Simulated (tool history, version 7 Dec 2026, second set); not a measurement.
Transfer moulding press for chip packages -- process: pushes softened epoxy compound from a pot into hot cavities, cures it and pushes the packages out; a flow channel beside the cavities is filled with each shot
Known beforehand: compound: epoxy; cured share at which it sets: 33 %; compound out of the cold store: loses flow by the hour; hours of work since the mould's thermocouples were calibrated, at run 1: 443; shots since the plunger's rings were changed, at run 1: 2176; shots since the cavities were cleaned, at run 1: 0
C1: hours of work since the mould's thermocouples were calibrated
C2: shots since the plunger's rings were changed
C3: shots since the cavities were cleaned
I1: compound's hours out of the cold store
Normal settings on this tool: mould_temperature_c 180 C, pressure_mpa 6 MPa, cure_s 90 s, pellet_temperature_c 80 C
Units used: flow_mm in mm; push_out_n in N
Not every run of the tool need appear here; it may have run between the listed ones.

{"run": 1, "hour": 0.0, "mould_temperature_c": 180, "pressure_mpa": 6, "cure_s": 90, "pellet_temperature_c": 80, "C1": 443, "C2": 2176, "C3": 0, "I1": 23.6, "flow_mm": 695, "push_out_n": 494}
{"run": 2, "hour": 23.4, "mould_temperature_c": 180, "pressure_mpa": 4.87, "cure_s": 90, "pellet_temperature_c": 80, "C1": 455, "C2": 2393, "C3": 217, "I1": 9.6, "flow_mm": 686, "push_out_n": 656}
{"run": 3, "hour": 50.9, "mould_temperature_c": 180, "pressure_mpa": 4.94, "cure_s": 90, "pellet_temperature_c": 80, "C1": 470, "C2": 2649, "C3": 473, "I1": 26.9, "flow_mm": 616, "push_out_n": 756}
{"run": 4, "hour": 75.8, "mould_temperature_c": 180, "pressure_mpa": 4.94, "cure_s": 90, "pellet_temperature_c": 80, "C1": 482, "C2": 2879, "C3": 703, "I1": 41.1, "flow_mm": 568, "push_out_n": 780}
{"hour": 114.7, "done": "cavities cleaned with cleaning compound and waxed"}
{"run": 5, "hour": 117.1, "mould_temperature_c": 180, "pressure_mpa": 4.94, "cure_s": 90, "pellet_temperature_c": 80, "C1": 503, "C2": 3249, "C3": 23, "I1": 38.7, "flow_mm": 571, "push_out_n": 500}
{"run": 6, "hour": 143.2, "mould_temperature_c": 180, "pressure_mpa": 4.94, "cure_s": 90, "pellet_temperature_c": 78, "C1": 517, "C2": 3491, "C3": 265, "I1": 28.1, "flow_mm": 610, "push_out_n": 721}
{"run": 7, "hour": 173.3, "mould_temperature_c": 180, "pressure_mpa": 6, "cure_s": 108, "pellet_temperature_c": 80, "C1": 532, "C2": 3770, "C3": 544, "I1": 11.3, "flow_mm": 754, "push_out_n": 743}
{"run": 8, "hour": 213.1, "mould_temperature_c": 180, "pressure_mpa": 6, "cure_s": 108, "pellet_temperature_c": 80, "C1": 553, "C2": 4139, "C3": 913, "I1": 34.9, "flow_mm": 642, "push_out_n": 781}
{"hour": 229.8, "done": "cavities cleaned with cleaning compound and waxed"}
{"run": 9, "hour": 253.3, "mould_temperature_c": 180, "pressure_mpa": 6, "cure_s": 108, "pellet_temperature_c": 80, "C1": 573, "C2": 4498, "C3": 218, "I1": 27.1, "flow_mm": 673, "push_out_n": 591}
{"run": 10, "hour": 273.0, "mould_temperature_c": 180, "pressure_mpa": 6, "cure_s": 108, "pellet_temperature_c": 80, "C1": 583, "C2": 4682, "C3": 402, "I1": 13.8, "flow_mm": 732, "push_out_n": 685}
{"run": 11, "hour": 295.3, "mould_temperature_c": 180, "pressure_mpa": 6, "cure_s": 108, "pellet_temperature_c": 80, "C1": 594, "C2": 4888, "C3": 608, "I1": 19.2, "flow_mm": 699, "push_out_n": 742}
{"run": 12, "hour": 322.8, "mould_temperature_c": 180, "pressure_mpa": 6, "cure_s": 108, "pellet_temperature_c": 80, "C1": 609, "C2": 5144, "C3": 864, "I1": 37.4, "flow_mm": 631, "push_out_n": 793}
{"hour": 347.4, "done": "cavities cleaned with cleaning compound and waxed"}
{"run": 13, "hour": 357.8, "mould_temperature_c": 180, "pressure_mpa": 6, "cure_s": 108, "pellet_temperature_c": 80, "C1": 626, "C2": 5454, "C3": 96, "I1": 16.2, "flow_mm": 714, "push_out_n": 518}
{"run": 14, "hour": 398.7, "mould_temperature_c": 180, "pressure_mpa": 6, "cure_s": 108, "pellet_temperature_c": 80, "C1": 647, "C2": 5834, "C3": 476, "I1": 27.6, "flow_mm": 661, "push_out_n": 718}
{"run": 15, "hour": 431.5, "mould_temperature_c": 180, "pressure_mpa": 6.81, "cure_s": 90, "pellet_temperature_c": 80, "C1": 664, "C2": 6139, "C3": 781, "I1": 20.2, "flow_mm": 739, "push_out_n": 836}
{"hour": 440.8, "done": "plunger's sealing rings changed"}
{"hour": 465.4, "done": "cavities cleaned with cleaning compound and waxed"}
{"run": 16, "hour": 469.9, "mould_temperature_c": 180, "pressure_mpa": 4.53, "cure_s": 90, "pellet_temperature_c": 80, "C1": 682, "C2": 256, "C3": 41, "I1": 12, "flow_mm": 660, "push_out_n": 553}
{"run": 17, "hour": 503.1, "mould_temperature_c": 180, "pressure_mpa": 6.33, "cure_s": 90, "pellet_temperature_c": 80, "C1": 699, "C2": 564, "C3": 349, "I1": 30.9, "flow_mm": 694, "push_out_n": 708}
{"run": 18, "hour": 544.3, "mould_temperature_c": 180, "pressure_mpa": 6.33, "cure_s": 90, "pellet_temperature_c": 80, "C1": 720, "C2": 947, "C3": 732, "I1": 36.8, "flow_mm": 667, "push_out_n": 818}
{"run": 19, "hour": 562.1, "mould_temperature_c": 182, "pressure_mpa": 6.18, "cure_s": 86, "pellet_temperature_c": 74, "C1": 730, "C2": 1112, "C3": 897, "I1": 36.3, "flow_mm": 651, "push_out_n": 877}
{"hour": 568.3, "done": "mould's thermocouples calibrated"}
{"hour": 583.7, "done": "cavities cleaned with cleaning compound and waxed"}
{"run": 20, "hour": 604.2, "mould_temperature_c": 180, "pressure_mpa": 7.34, "cure_s": 90, "pellet_temperature_c": 80, "C1": 18, "C2": 1470, "C3": 189, "I1": 39.1, "flow_mm": 703, "push_out_n": 636}
{"run": 21, "hour": 637.6, "mould_temperature_c": 180, "pressure_mpa": 7.34, "cure_s": 90, "pellet_temperature_c": 80, "C1": 35, "C2": 1780, "C3": 499, "I1": 35.3, "flow_mm": 715, "push_out_n": 763}
{"run": 22, "hour": 658.0, "mould_temperature_c": 185, "pressure_mpa": 6, "cure_s": 90, "pellet_temperature_c": 72, "C1": 46, "C2": 1970, "C3": 689, "I1": 47.8, "flow_mm": 593, "push_out_n": 720}
{"run": 23, "hour": 681.4, "mould_temperature_c": 175, "pressure_mpa": 6, "cure_s": 90, "pellet_temperature_c": 77, "C1": 58, "C2": 2187, "C3": 906, "I1": 22.8, "flow_mm": 707, "push_out_n": 1023}
{"hour": 699.7, "done": "cavities cleaned with cleaning compound and waxed"}
{"run": 24, "hour": 705.9, "mould_temperature_c": 187, "pressure_mpa": 4.54, "cure_s": 112, "pellet_temperature_c": 80, "C1": 70, "C2": 2401, "C3": 58, "I1": 34, "flow_mm": 560, "push_out_n": 496}
{"run": 25, "hour": 748.9, "mould_temperature_c": 187, "pressure_mpa": 4.54, "cure_s": 112, "pellet_temperature_c": 80, "C1": 92, "C2": 2799, "C3": 456, "I1": 28.4, "flow_mm": 580, "push_out_n": 679}
{"run": 26, "hour": 767.3, "mould_temperature_c": 187, "pressure_mpa": 4.54, "cure_s": 73, "pellet_temperature_c": 80, "C1": 101, "C2": 2970, "C3": 627, "I1": 14.3, "flow_mm": 626, "push_out_n": 813}
{"run": 27, "hour": 803.0, "mould_temperature_c": 187, "pressure_mpa": 4.54, "cure_s": 73, "pellet_temperature_c": 80, "C1": 120, "C2": 3302, "C3": 959, "I1": 20.3, "flow_mm": 606, "push_out_n": 847}
{"hour": 815.5, "done": "cavities cleaned with cleaning compound and waxed"}
{"run": 28, "hour": 837.7, "mould_temperature_c": 187, "pressure_mpa": 4.54, "cure_s": 73, "pellet_temperature_c": 80, "C1": 137, "C2": 3610, "C3": 207, "I1": 31.4, "flow_mm": 563, "push_out_n": 644}

Hidden condition of the tool, last listed run before each entry between runs versus first listed run after:
Logged between run 4 and run 5: cavities cleaned with cleaning compound and waxed (hour 114.7)
  true mould temperature over the reading, C: -0.34 -> -0.37; pressure that reaches the compound, % of what is set: 95.97 -> 95.54; grip of the stained cavities, % over clean ones': 72.8 -> 7.6
  measured value less the no-hidden-state value, flow_mm: -11 -> -13 mm; push_out_n: +331 -> +40 N
Logged between run 8 and run 9: cavities cleaned with cleaning compound and waxed (hour 229.8)
  true mould temperature over the reading, C: -0.46 -> -0.49; pressure that reaches the compound, % of what is set: 94.5 -> 94.04; grip of the stained cavities, % over clean ones': 79.5 -> 38.5
  measured value less the no-hidden-state value, flow_mm: -18 -> -20 mm; push_out_n: +348 -> +167 N
Logged between run 12 and run 13: cavities cleaned with cleaning compound and waxed (hour 347.4)
  true mould temperature over the reading, C: -0.54 -> -0.57; pressure that reaches the compound, % of what is set: 93.17 -> 92.75; grip of the stained cavities, % over clean ones': 77.8 -> 19.5
  measured value less the no-hidden-state value, flow_mm: -22 -> -26 mm; push_out_n: +350 -> +86 N
Logged between run 15 and run 16: plunger's sealing rings changed (hour 440.8); cavities cleaned with cleaning compound and waxed (hour 465.4)
  true mould temperature over the reading, C: -0.63 -> -0.66; pressure that reaches the compound, % of what is set: 91.85 -> 99.39; grip of the stained cavities, % over clean ones': 75.4 -> 10.8
  measured value less the no-hidden-state value, flow_mm: -31 -> -1 mm; push_out_n: +370 -> +64 N
Logged between run 19 and run 20: mould's thermocouples calibrated (hour 568.3); cavities cleaned with cleaning compound and waxed (hour 583.7)
  true mould temperature over the reading, C: -0.74 -> -0.04; pressure that reaches the compound, % of what is set: 98.32 -> 97.82; grip of the stained cavities, % over clean ones': 78.6 -> 33
  measured value less the no-hidden-state value, flow_mm: -5 -> -7 mm; push_out_n: +389 -> +159 N
Logged between run 23 and run 24: cavities cleaned with cleaning compound and waxed (hour 699.7)
  true mould temperature over the reading, C: -0.1 -> -0.12; pressure that reaches the compound, % of what is set: 96.9 -> 96.65; grip of the stained cavities, % over clean ones': 78.7 -> 15.5
  measured value less the no-hidden-state value, flow_mm: -11 -> -9 mm; push_out_n: +456 -> +67 N
Logged between run 27 and run 28: cavities cleaned with cleaning compound and waxed (hour 815.5)
  true mould temperature over the reading, C: -0.2 -> -0.23; pressure that reaches the compound, % of what is set: 95.49 -> 95.12; grip of the stained cavities, % over clean ones': 80.9 -> 37.5
  measured value less the no-hidden-state value, flow_mm: -14 -> -14 mm; push_out_n: +381 -> +177 N
